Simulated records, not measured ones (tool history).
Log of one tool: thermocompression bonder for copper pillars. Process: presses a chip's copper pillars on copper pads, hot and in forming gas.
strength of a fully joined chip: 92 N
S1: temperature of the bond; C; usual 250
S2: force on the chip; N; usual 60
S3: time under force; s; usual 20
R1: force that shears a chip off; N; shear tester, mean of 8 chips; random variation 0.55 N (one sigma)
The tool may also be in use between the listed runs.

{"run": 1, "hour": 0.0, "S1": 250, "S2": 60, "S3": 20, "R1": 39.5}
{"run": 2, "hour": 5.8, "S1": 250, "S2": 60, "S3": 20, "R1": 41.1}
{"run": 3, "hour": 16.7, "S1": 250, "S2": 60, "S3": 20, "R1": 38.5}
{"run": 4, "hour": 25.7, "S1": 250, "S2": 60, "S3": 20, "R1": 39.6}
{"run": 5, "hour": 32.4, "S1": 250, "S2": 60, "S3": 22, "R1": 41.2}
{"run": 6, "hour": 40.2, "S1": 250, "S2": 60, "S3": 20, "R1": 39.1}
{"run": 7, "hour": 46.8, "S1": 250, "S2": 60, "S3": 20, "R1": 40.3}
{"run": 8, "hour": 56.4, "S1": 250, "S2": 60, "S3": 20, "R1": 40.1}
{"run": 9, "hour": 64.7, "S1": 254, "S2": 60, "S3": 20, "R1": 41.3}
{"run": 10, "hour": 70.4, "S1": 254, "S2": 60, "S3": 20, "R1": 41.8}
{"run": 11, "hour": 77.6, "S1": 254, "S2": 60, "S3": 20, "R1": 41.8}
{"run": 12, "hour": 87.0, "S1": 254, "S2": 60, "S3": 20, "R1": 41.4}
{"run": 13, "hour": 94.2, "S1": 254, "S2": 60, "S3": 16, "R1": 37.9}
{"run": 14, "hour": 105.0, "S1": 254, "S2": 60, "S3": 16, "R1": 38.9}
{"run": 15, "hour": 112.2, "S1": 244, "S2": 60, "S3": 20, "R1": 36.3}
{"run": 16, "hour": 121.2, "S1": 244, "S2": 60, "S3": 20, "R1": 36.3}
{"run": 17, "hour": 130.1, "S1": 244, "S2": 60, "S3": 20, "R1": 35.9}
{"run": 18, "hour": 140.1, "S1": 250, "S2": 60, "S3": 20, "R1": 39.3}
{"run": 19, "hour": 149.1, "S1": 250, "S2": 60, "S3": 20, "R1": 40.3}
{"run": 20, "hour": 154.5, "S1": 250, "S2": 60, "S3": 20, "R1": 39.5}
{"run": 21, "hour": 160.9, "S1": 232, "S2": 60, "S3": 13, "R1": 24.6}
{"run": 22, "hour": 167.0, "S1": 232, "S2": 60, "S3": 13, "R1": 25.4}
{"run": 23, "hour": 175.3, "S1": 232, "S2": 60, "S3": 13, "R1": 25.5}
{"run": 24, "hour": 180.0, "S1": 232, "S2": 90, "S3": 13, "R1": 31.0}
{"run": 25, "hour": 189.3, "S1": 250, "S2": 73, "S3": 12, "R1": 35.7}
{"run": 26, "hour": 194.8, "S1": 250, "S2": 71, "S3": 17, "R1": 39.8}
{"run": 27, "hour": 199.9, "S1": 250, "S2": 71, "S3": 17, "R1": 39.5}
{"run": 28, "hour": 210.3, "S1": 250, "S2": 71, "S3": 17, "R1": 40.0}
{"run": 29, "hour": 219.6, "S1": 250, "S2": 60, "S3": 10, "R1": 29.8}
{"run": 30, "hour": 227.7, "S1": 244, "S2": 46, "S3": 43, "R1": 43.4}
{"run": 31, "hour": 234.7, "S1": 254, "S2": 60, "S3": 20, "R1": 41.0}
{"run": 32, "hour": 244.1, "S1": 250, "S2": 60, "S3": 39, "R1": 48.6}
{"hour": 250.3, "done": "forming gas filter changed"}
{"run": 33, "hour": 252.7, "S1": 264, "S2": 60, "S3": 20, "R1": 50.0}
{"run": 34, "hour": 257.4, "S1": 227, "S2": 70, "S3": 54, "R1": 46.4}
{"run": 35, "hour": 262.6, "S1": 227, "S2": 70, "S3": 54, "R1": 45.4}
{"run": 36, "hour": 267.6, "S1": 227, "S2": 60, "S3": 20, "R1": 28.9}
{"run": 37, "hour": 274.6, "S1": 250, "S2": 60, "S3": 17, "R1": 38.1}
{"run": 38, "hour": 280.9, "S1": 250, "S2": 60, "S3": 17, "R1": 39.2}
{"run": 39, "hour": 285.7, "S1": 250, "S2": 60, "S3": 17, "R1": 38.6}

3 ways to go on from here, each from the tool as it stands after run 39. What would each give?
{"run": "A", "hour": 290.7, "S1": 237, "S2": 39, "S3": 17, "R1": "?"}
{"run": "B", "hour": 290.7, "S1": 250, "S2": 90, "S3": 17, "R1": "?"}
{"run": "C", "hour": 290.7, "S1": 220, "S2": 78, "S3": 53, "R1": "?"}

run=A R1=25.7
run=B R1=47.5
run=C R1=43.4
Without the tool's hidden state the same runs would have given:
run=A R1=25.2
run=B R1=46.7
run=C R1=42.5

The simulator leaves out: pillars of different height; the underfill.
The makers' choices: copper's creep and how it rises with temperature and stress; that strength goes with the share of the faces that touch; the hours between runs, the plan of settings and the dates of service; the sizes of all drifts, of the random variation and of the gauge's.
